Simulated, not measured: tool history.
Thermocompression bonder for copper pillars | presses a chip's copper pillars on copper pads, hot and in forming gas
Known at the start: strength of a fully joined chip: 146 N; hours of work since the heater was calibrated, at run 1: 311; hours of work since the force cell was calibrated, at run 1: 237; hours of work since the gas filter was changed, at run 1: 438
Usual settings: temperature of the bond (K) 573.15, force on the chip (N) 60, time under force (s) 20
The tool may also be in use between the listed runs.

| run | day | temperature of the bond (K) | force on the chip (N) | time under force (s) | hours of work since the heater was calibrated | hours of work since the force cell was calibrated | hours of work since the gas filter was changed | force that shears a chip off (N) |
|---|---|---|---|---|---|---|---|---|
| 1 | 0.000 | 573.15 | 60 | 20 | 311 | 237 | 438 | 85.1 |
| 2 | 0.421 | 573.15 | 60 | 20 | 316 | 242 | 442 | 86.3 |
|  | 0.992 | forming gas filter changed |
| 3 | 1.142 | 573.15 | 60 | 20 | 323 | 249 | 2 | 95.8 |
| 4 | 1.583 | 573.15 | 60 | 20 | 328 | 254 | 6 | 94.5 |
| 5 | 1.988 | 573.15 | 60 | 20 | 332 | 258 | 11 | 95.2 |
| 6 | 2.750 | 603.15 | 60 | 20 | 341 | 267 | 19 | 122.4 |
| 7 | 3.379 | 573.15 | 60 | 20 | 347 | 273 | 26 | 94.8 |
| 8 | 3.738 | 573.15 | 86 | 20 | 351 | 277 | 30 | 108.4 |
| 9 | 4.558 | 573.15 | 72 | 20 | 360 | 286 | 39 | 101.8 |
| 10 | 5.108 | 573.15 | 72 | 20 | 366 | 292 | 45 | 101.4 |
| 11 | 5.825 | 573.15 | 72 | 20 | 374 | 300 | 52 | 101.1 |
| 12 | 6.208 | 570.15 | 72 | 13 | 378 | 304 | 57 | 87.0 |
| 13 | 6.717 | 570.15 | 72 | 13 | 384 | 310 | 62 | 87.5 |
| 14 | 7.267 | 558.15 | 68 | 12 | 390 | 315 | 68 | 70.3 |

The next listed run, before its measurement:
| 15 | 7.712 | 573.15 | 87 | 20 | 394 | 320 | 73 | ? |

Run 15 gave force that shears a chip off (N) 109.5.
Without the tool's hidden state the same run would have given force that shears a chip off (N) 108.3.
